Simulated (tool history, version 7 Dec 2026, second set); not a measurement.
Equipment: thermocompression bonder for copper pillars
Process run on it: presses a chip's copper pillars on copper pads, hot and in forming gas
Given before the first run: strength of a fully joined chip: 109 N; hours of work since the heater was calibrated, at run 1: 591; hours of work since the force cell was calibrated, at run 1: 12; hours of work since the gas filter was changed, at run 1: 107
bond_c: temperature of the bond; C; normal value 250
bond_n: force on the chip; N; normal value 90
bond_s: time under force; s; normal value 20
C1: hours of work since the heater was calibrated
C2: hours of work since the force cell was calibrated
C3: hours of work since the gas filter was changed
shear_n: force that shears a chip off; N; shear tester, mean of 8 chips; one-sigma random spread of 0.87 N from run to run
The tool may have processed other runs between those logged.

run 1 hour=0.0 | bond_c=250 bond_n=90 bond_s=20 | C1=591 C2=12 C3=107 | shear_n=63.4
run 2 hour=14.1 | bond_c=250 bond_n=90 bond_s=20 | C1=602 C2=23 C3=118 | shear_n=63.2
run 3 hour=26.3 | bond_c=250 bond_n=90 bond_s=20 | C1=612 C2=32 C3=128 | shear_n=63.4
run 4 hour=39.4 | bond_c=250 bond_n=90 bond_s=20 | C1=623 C2=43 C3=138 | shear_n=62.3
run 5 hour=53.2 | bond_c=250 bond_n=90 bond_s=20 | C1=633 C2=54 C3=149 | shear_n=62.0
run 6 hour=64.3 | bond_c=250 bond_n=90 bond_s=20 | C1=642 C2=63 C3=158 | shear_n=64.0
run 7 hour=80.7 | bond_c=250 bond_n=90 bond_s=20 | C1=655 C2=76 C3=171 | shear_n=62.5
run 8 hour=89.8 | bond_c=250 bond_n=129 bond_s=20 | C1=663 C2=83 C3=178 | shear_n=71.3
run 9 hour=99.2 | bond_c=250 bond_n=90 bond_s=53 | C1=670 C2=90 C3=186 | shear_n=79.4
run 10 hour=107.2 | bond_c=250 bond_n=90 bond_s=53 | C1=676 C2=97 C3=192 | shear_n=78.6
run 11 hour=119.5 | bond_c=250 bond_n=90 bond_s=53 | C1=686 C2=106 C3=202 | shear_n=79.3
run 12 hour=130.0 | bond_c=250 bond_n=90 bond_s=53 | C1=694 C2=115 C3=210 | shear_n=77.9
run 13 hour=142.7 | bond_c=240 bond_n=90 bond_s=53 | C1=704 C2=125 C3=220 | shear_n=72.4
run 14 hour=153.8 | bond_c=250 bond_n=95 bond_s=20 | C1=713 C2=134 C3=229 | shear_n=61.2
-- hour=157.1 heater calibrated with a thermocouple chip
-- hour=166.6 forming gas filter changed
run 15 hour=173.2 | bond_c=250 bond_n=95 bond_s=20 | C1=12 C2=147 C3=5 | shear_n=65.4
run 16 hour=187.7 | bond_c=231 bond_n=90 bond_s=20 | C1=24 C2=159 C3=17 | shear_n=48.8
run 17 hour=202.2 | bond_c=250 bond_n=70 bond_s=20 | C1=35 C2=170 C3=28 | shear_n=56.9
-- hour=217.1 heater calibrated with a thermocouple chip, once more
run 18 hour=217.1 | bond_c=250 bond_n=70 bond_s=20 | C1=0 C2=180 C3=39 | shear_n=64.1
run 19 hour=225.3 | bond_c=250 bond_n=70 bond_s=20 | C1=7 C2=187 C3=45 | shear_n=63.3
run 20 hour=235.2 | bond_c=239 bond_n=90 bond_s=20 | C1=14 C2=195 C3=53 | shear_n=62.2
run 21 hour=249.4 | bond_c=239 bond_n=90 bond_s=20 | C1=26 C2=206 C3=64 | shear_n=60.7
run 22 hour=266.0 | bond_c=223 bond_n=84 bond_s=20 | C1=39 C2=219 C3=77 | shear_n=49.7
run 23 hour=272.9 | bond_c=223 bond_n=84 bond_s=20 | C1=44 C2=225 C3=83 | shear_n=47.0
run 24 hour=288.0 | bond_c=265 bond_n=55 bond_s=18 | C1=56 C2=237 C3=95 | shear_n=61.9
run 25 hour=299.5 | bond_c=255 bond_n=57 bond_s=18 | C1=65 C2=246 C3=104 | shear_n=56.1
run 26 hour=307.2 | bond_c=257 bond_n=57 bond_s=18 | C1=72 C2=252 C3=110 | shear_n=58.1
run 27 hour=316.2 | bond_c=250 bond_n=90 bond_s=10 | C1=79 C2=259 C3=117 | shear_n=53.5
run 28 hour=326.8 | bond_c=250 bond_n=90 bond_s=10 | C1=87 C2=267 C3=126 | shear_n=54.7
run 29 hour=335.6 | bond_c=270 bond_n=90 bond_s=20 | C1=94 C2=274 C3=133 | shear_n=78.6
run 30 hour=343.5 | bond_c=232 bond_n=99 bond_s=36 | C1=100 C2=281 C3=139 | shear_n=69.4
run 31 hour=357.6 | bond_c=240 bond_n=57 bond_s=27 | C1=112 C2=292 C3=150 | shear_n=55.8
run 32 hour=373.4 | bond_c=270 bond_n=102 bond_s=25 | C1=124 C2=304 C3=163 | shear_n=83.8
run 33 hour=383.0 | bond_c=250 bond_n=90 bond_s=36 | C1=132 C2=312 C3=170 | shear_n=76.9
run 34 hour=392.4 | bond_c=248 bond_n=78 bond_s=20 | C1=139 C2=320 C3=178 | shear_n=59.8
run 35 hour=407.7 | bond_c=248 bond_n=78 bond_s=20 | C1=151 C2=332 C3=190 | shear_n=59.9
run 36 hour=419.5 | bond_c=272 bond_n=98 bond_s=17 | C1=161 C2=341 C3=199 | shear_n=77.0
run 37 hour=428.9 | bond_c=274 bond_n=128 bond_s=15 | C1=168 C2=349 C3=207 | shear_n=80.5
run 38 hour=443.3 | bond_c=250 bond_n=74 bond_s=51 | C1=180 C2=360 C3=218 | shear_n=75.6
run 39 hour=457.6 | bond_c=272 bond_n=90 bond_s=20 | C1=191 C2=371 C3=229 | shear_n=76.7

Describe how what the log doesn't record of the tool's condition differs between the last listed run preceding each entry between runs and the first listed run following it.
Logged between run 14 and run 15: heater calibrated with a thermocouple chip (hour 157.1); forming gas filter changed (hour 166.6)
  true temperature of the bond over the reading, C: -7.2 -> -9.8; oxide that the forming gas leaves, % of the face: 9.25 -> 0.73
  the result without the hidden state subtracted from the measured one, shear_n: -10.5 -> -6.6 N
Logged between run 17 and run 18: heater calibrated with a thermocouple chip, once more (hour 217.1)
  true temperature of the bond over the reading, C: -10.1 -> 0.3; oxide that the forming gas leaves, % of the face: 1.58 -> 1.94
  the result without the hidden state subtracted from the measured one, shear_n: -7.1 -> -0.4 N
